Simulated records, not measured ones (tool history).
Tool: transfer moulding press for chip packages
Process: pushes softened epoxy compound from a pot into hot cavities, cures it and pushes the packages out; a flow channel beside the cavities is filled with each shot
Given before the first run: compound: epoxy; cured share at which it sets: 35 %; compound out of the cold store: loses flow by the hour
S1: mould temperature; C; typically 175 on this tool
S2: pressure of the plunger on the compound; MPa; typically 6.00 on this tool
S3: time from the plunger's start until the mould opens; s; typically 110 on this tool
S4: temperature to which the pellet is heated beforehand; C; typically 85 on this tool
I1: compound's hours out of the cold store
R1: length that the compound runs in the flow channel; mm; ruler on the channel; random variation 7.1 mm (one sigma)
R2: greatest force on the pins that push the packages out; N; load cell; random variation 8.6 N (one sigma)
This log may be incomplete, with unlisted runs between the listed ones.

| run | day | S1 | S2 | S3 | S4 | I1 | R1 | R2 |
|---|---|---|---|---|---|---|---|---|
| 1 | 0.000 | 175 | 6.00 | 110 | 85 | 24.9 | 792 | 559 |
| 2 | 0.779 | 175 | 6.00 | 110 | 85 | 45.4 | 719 | 570 |
|  | 0.933 | cavities cleaned with cleaning compound and waxed |
| 3 | 1.667 | 175 | 6.00 | 110 | 87 | 40.0 | 744 | 439 |
| 4 | 2.412 | 175 | 6.00 | 110 | 87 | 32.9 | 760 | 461 |
|  | 3.688 | plunger's sealing rings changed |
| 5 | 3.692 | 175 | 5.11 | 110 | 87 | 15.8 | 799 | 566 |
| 6 | 5.117 | 175 | 5.11 | 110 | 87 | 30.3 | 740 | 549 |
|  | 5.617 | cavities cleaned with cleaning compound and waxed |
| 7 | 5.904 | 175 | 6.00 | 110 | 85 | 22.3 | 827 | 438 |
| 8 | 7.333 | 175 | 6.00 | 110 | 86 | 32.1 | 785 | 489 |
| 9 | 8.767 | 175 | 6.00 | 110 | 86 | 42.9 | 733 | 538 |
|  | 10.162 | cavities cleaned with cleaning compound and waxed |
| 10 | 10.204 | 179 | 6.00 | 110 | 85 | 46.1 | 712 | 347 |
| 11 | 11.550 | 175 | 4.73 | 110 | 85 | 45.2 | 649 | 458 |
| 12 | 12.875 | 175 | 4.73 | 110 | 85 | 20.5 | 715 | 552 |
| 13 | 14.138 | 175 | 4.73 | 110 | 85 | 14.8 | 736 | 582 |
|  | 14.750 | cavities cleaned with cleaning compound and waxed |
| 14 | 14.888 | 181 | 5.07 | 108 | 85 | 42.1 | 647 | 343 |
|  | 15.075 | mould's thermocouples calibrated |
|  | 15.671 | plunger's sealing rings changed |
| 15 | 15.742 | 182 | 5.52 | 110 | 85 | 29.9 | 739 | 379 |
| 16 | 17.183 | 175 | 6.00 | 92 | 89 | 36.7 | 768 | 654 |
| 17 | 18.308 | 175 | 6.00 | 92 | 89 | 43.9 | 745 | 689 |
| 18 | 19.275 | 175 | 4.98 | 121 | 85 | 25.4 | 745 | 540 |
|  | 19.554 | cavities cleaned with cleaning compound and waxed |
| 19 | 20.712 | 175 | 6.00 | 110 | 82 | 11.3 | 863 | 497 |
| 20 | 21.908 | 175 | 6.27 | 110 | 75 | 24.4 | 810 | 538 |
|  | 22.233 | mould's thermocouples calibrated, once more |
| 21 | 23.029 | 175 | 6.27 | 110 | 75 | 11.7 | 869 | 563 |
|  | 24.271 | cavities cleaned with cleaning compound and waxed |
| 22 | 24.279 | 175 | 6.00 | 129 | 80 | 14.3 | 825 | 350 |
| 23 | 25.300 | 175 | 6.00 | 129 | 80 | 11.1 | 839 | 426 |
| 24 | 26.275 | 175 | 5.59 | 150 | 94 | 14.1 | 801 | 452 |

What if the next run were any one of these 3? Each begins from the tool's condition after run 24:
| A | 27.362 | 175 | 5.59 | 150 | 86 | 31.1 | ? | ? |
| B | 27.362 | 178 | 5.37 | 99 | 94 | 26.0 | ? | ? |
| C | 27.362 | 175 | 5.96 | 150 | 94 | 29.1 | ? | ? |

| run | R1 | R2 |
|---|---|---|
| A | 726 | 472 |
| B | 724 | 530 |
| C | 764 | 481 |
Had the tool no hidden state, the same runs would have come out as:
| run | R1 | R2 |
|---|---|---|
| A | 766 | 337 |
| B | 763 | 376 |
| C | 805 | 344 |

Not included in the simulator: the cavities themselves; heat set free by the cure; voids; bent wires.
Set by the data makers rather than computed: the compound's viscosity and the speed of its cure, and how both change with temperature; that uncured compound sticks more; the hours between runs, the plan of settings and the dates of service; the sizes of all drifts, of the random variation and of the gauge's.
